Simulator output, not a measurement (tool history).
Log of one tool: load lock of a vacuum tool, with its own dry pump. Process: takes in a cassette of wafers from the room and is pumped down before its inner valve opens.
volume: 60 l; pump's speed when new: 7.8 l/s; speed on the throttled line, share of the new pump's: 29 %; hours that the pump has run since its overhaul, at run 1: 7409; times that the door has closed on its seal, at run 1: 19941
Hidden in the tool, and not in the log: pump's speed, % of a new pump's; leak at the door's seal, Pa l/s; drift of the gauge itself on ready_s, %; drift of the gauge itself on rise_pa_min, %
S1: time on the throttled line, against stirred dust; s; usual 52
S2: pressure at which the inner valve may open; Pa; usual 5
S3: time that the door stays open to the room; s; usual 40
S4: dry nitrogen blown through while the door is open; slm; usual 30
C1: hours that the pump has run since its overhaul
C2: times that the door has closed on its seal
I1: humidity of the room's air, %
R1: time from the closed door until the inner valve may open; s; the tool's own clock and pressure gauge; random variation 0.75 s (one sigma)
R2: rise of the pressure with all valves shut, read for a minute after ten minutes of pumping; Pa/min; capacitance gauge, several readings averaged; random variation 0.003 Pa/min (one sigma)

| run | hour | S1 | S2 | S3 | S4 | C1 | C2 | I1 | R1 | R2 |
|---|---|---|---|---|---|---|---|---|---|---|
| 1 | 0.0 | 52 | 5 | 40 | 30 | 7409 | 19941 | 47.0 | 119.6 | 0.294 |
| 2 | 313.5 | 52 | 5 | 40 | 30 | 7723 | 20424 | 44.0 | 121.3 | 0.310 |
| 3 | 675.7 | 51 | 5 | 40 | 30 | 8085 | 20982 | 44.2 | 121.5 | 0.314 |
| 4 | 980.9 | 51 | 5 | 40 | 30 | 8390 | 21452 | 42.7 | 120.4 | 0.333 |
| 5 | 1148.4 | 51 | 5 | 40 | 30 | 8558 | 21710 | 45.5 | 120.3 | 0.332 |
| 6 | 1437.5 | 51 | 5 | 40 | 30 | 8847 | 22155 | 41.3 | 119.6 | 0.348 |
| 7 | 1810.1 | 52 | 5 | 26 | 8 | 9219 | 22729 | 43.5 | 122.9 | 0.368 |
| 8 | 2139.3 | 52 | 8 | 40 | 30 | 9549 | 23236 | 47.2 | 117.7 | 0.367 |
| 9 | 2298.8 | 52 | 8 | 40 | 30 | 9708 | 23482 | 46.1 | 118.2 | 0.377 |
| 10 | 2593.4 | 52 | 8 | 55 | 30 | 10003 | 23936 | 44.9 | 119.4 | 0.390 |

Forecast each of these 4 alternatives for the next run:
| A | 2756.3 | 52 | 8 | 109 | 6 | 10166 | 24187 | 44.9 | ? | ? |
| B | 2756.3 | 52 | 5 | 60 | 30 | 10166 | 24187 | 42.3 | ? | ? |
| C | 2756.3 | 100 | 8 | 175 | 30 | 10166 | 24187 | 44.7 | ? | ? |
| D | 2756.3 | 50 | 8 | 47 | 30 | 10166 | 24187 | 48.2 | ? | ? |

| run | R1 | R2 |
|---|---|---|
| A | 120.2 | 0.415 |
| B | 123.6 | 0.393 |
| C | 152.3 | 0.418 |
| D | 117.5 | 0.394 |
Without the tool's hidden state the same runs would have given:
| run | R1 | R2 |
|---|---|---|
| A | 111.8 | 0.039 |
| B | 114.7 | 0.014 |
| C | 145.8 | 0.031 |
| D | 109.1 | 0.011 |

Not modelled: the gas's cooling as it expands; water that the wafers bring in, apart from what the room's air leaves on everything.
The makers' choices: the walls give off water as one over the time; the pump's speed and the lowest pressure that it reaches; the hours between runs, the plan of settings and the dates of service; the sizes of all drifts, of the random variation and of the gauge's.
